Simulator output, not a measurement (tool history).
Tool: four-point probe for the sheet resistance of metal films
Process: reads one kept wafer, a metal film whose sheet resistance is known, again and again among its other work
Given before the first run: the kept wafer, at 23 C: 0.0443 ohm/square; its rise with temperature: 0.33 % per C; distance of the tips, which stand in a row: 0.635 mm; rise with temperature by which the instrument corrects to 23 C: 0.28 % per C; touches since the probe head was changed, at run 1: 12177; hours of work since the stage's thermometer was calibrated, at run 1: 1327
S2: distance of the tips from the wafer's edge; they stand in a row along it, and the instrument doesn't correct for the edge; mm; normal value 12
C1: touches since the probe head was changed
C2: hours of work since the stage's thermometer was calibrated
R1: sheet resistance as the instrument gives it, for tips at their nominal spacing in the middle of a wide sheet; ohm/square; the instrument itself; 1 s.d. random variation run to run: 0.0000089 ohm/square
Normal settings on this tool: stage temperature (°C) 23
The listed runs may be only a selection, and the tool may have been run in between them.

{"run": 1, "day": 0.0, "stage temperature (°C)": 23, "S2": 12, "C1": 12177, "C2": 1327, "R1": 0.044223}
{"run": 2, "day": 2.229, "stage temperature (°C)": 23, "S2": 12, "C1": 12989, "C2": 1355, "R1": 0.044214}
{"run": 3, "day": 4.962, "stage temperature (°C)": 23, "S2": 7, "C1": 13986, "C2": 1390, "R1": 0.044354}
{"run": 4, "day": 6.708, "stage temperature (°C)": 23, "S2": 4, "C1": 14622, "C2": 1413, "R1": 0.04475}
{"run": 5, "day": 8.804, "stage temperature (°C)": 23, "S2": 4, "C1": 15386, "C2": 1440, "R1": 0.04475}
{"run": 6, "day": 10.825, "stage temperature (°C)": 23, "S2": 4, "C1": 16121, "C2": 1466, "R1": 0.044741}
{"run": 7, "day": 13.554, "stage temperature (°C)": 23, "S2": 19, "C1": 17115, "C2": 1501, "R1": 0.044188}
{"run": 8, "day": 15.596, "stage temperature (°C)": 23, "S2": 19, "C1": 17860, "C2": 1527, "R1": 0.044194}
{"run": 9, "day": 17.138, "stage temperature (°C)": 23, "S2": 19, "C1": 18421, "C2": 1547, "R1": 0.04419}
{"run": 10, "day": 18.833, "stage temperature (°C)": 23, "S2": 12, "C1": 19040, "C2": 1569, "R1": 0.044222}
{"run": 11, "day": 21.104, "stage temperature (°C)": 23, "S2": 6, "C1": 19868, "C2": 1598, "R1": 0.04443}
{"run": 12, "day": 22.858, "stage temperature (°C)": 23, "S2": 6, "C1": 20506, "C2": 1621, "R1": 0.044431}
{"run": 13, "day": 25.05, "stage temperature (°C)": 23, "S2": 6, "C1": 21305, "C2": 1649, "R1": 0.044435}
{"run": 14, "day": 27.046, "stage temperature (°C)": 19, "S2": 10, "C1": 22033, "C2": 1675, "R1": 0.044161}
{"run": 15, "day": 28.696, "stage temperature (°C)": 24, "S2": 8, "C1": 22634, "C2": 1696, "R1": 0.044335}
{"run": 16, "day": 31.162, "stage temperature (°C)": 19, "S2": 54, "C1": 23532, "C2": 1728, "R1": 0.044064}
{"run": 17, "day": 33.954, "stage temperature (°C)": 30, "S2": 75, "C1": 24549, "C2": 1763, "R1": 0.044312}
{"run": 18, "day": 36.338, "stage temperature (°C)": 21, "S2": 12, "C1": 25418, "C2": 1794, "R1": 0.044182}
{"run": 19, "day": 38.421, "stage temperature (°C)": 29, "S2": 61, "C1": 26176, "C2": 1821, "R1": 0.044279}
{"run": 20, "day": 40.871, "stage temperature (°C)": 29, "S2": 61, "C1": 27070, "C2": 1852, "R1": 0.044312}
{"run": 21, "day": 43.733, "stage temperature (°C)": 29, "S2": 61, "C1": 28113, "C2": 1889, "R1": 0.044305}
{"run": 22, "day": 45.312, "stage temperature (°C)": 21, "S2": 66, "C1": 28689, "C2": 1910, "R1": 0.044118}
{"run": 23, "day": 48.171, "stage temperature (°C)": 34, "S2": 12, "C1": 29730, "C2": 1946, "R1": 0.044468}
{"run": 24, "day": 49.725, "stage temperature (°C)": 23, "S2": 4, "C1": 30296, "C2": 1966, "R1": 0.044742}
{"run": 25, "day": 52.0, "stage temperature (°C)": 24, "S2": 45, "C1": 31125, "C2": 1996, "R1": 0.044183}
{"run": 26, "day": 55.229, "stage temperature (°C)": 30, "S2": 14, "C1": 32301, "C2": 2037, "R1": 0.044361}

For some of the steps in R1 from one run to the next: how much would appear even if the tool had no hidden state, given the settings, what came in and random variation, and how much remains for the hidden state plus any gauge scatter that the measured result and the result without hidden state don't share?
What the log doesn't record here: inner tips' distance over the nominal, %; tips' flats over new ones', %; wafer's true temperature over the reading, C; drift of the gauge itself on sheet_ohm, %.
Run 6 -> 7: S2 4 -> 19. R1 -0.000553 ohm/square: hidden state +0.000002, all else -0.000555.
Run 16 -> 17: stage temperature (°C) 19 -> 30, S2 54 -> 75. R1 +0.000248 ohm/square: hidden state +0.000003, all else +0.000245.
Run 23 -> 24: stage temperature (°C) 34 -> 23, S2 12 -> 4. R1 +0.000274 ohm/square: hidden state -0.000004, all else +0.000278.
Run 24 -> 25: stage temperature (°C) 23 -> 24, S2 4 -> 45. R1 -0.000559 ohm/square: hidden state +0.000002, all else -0.000561.
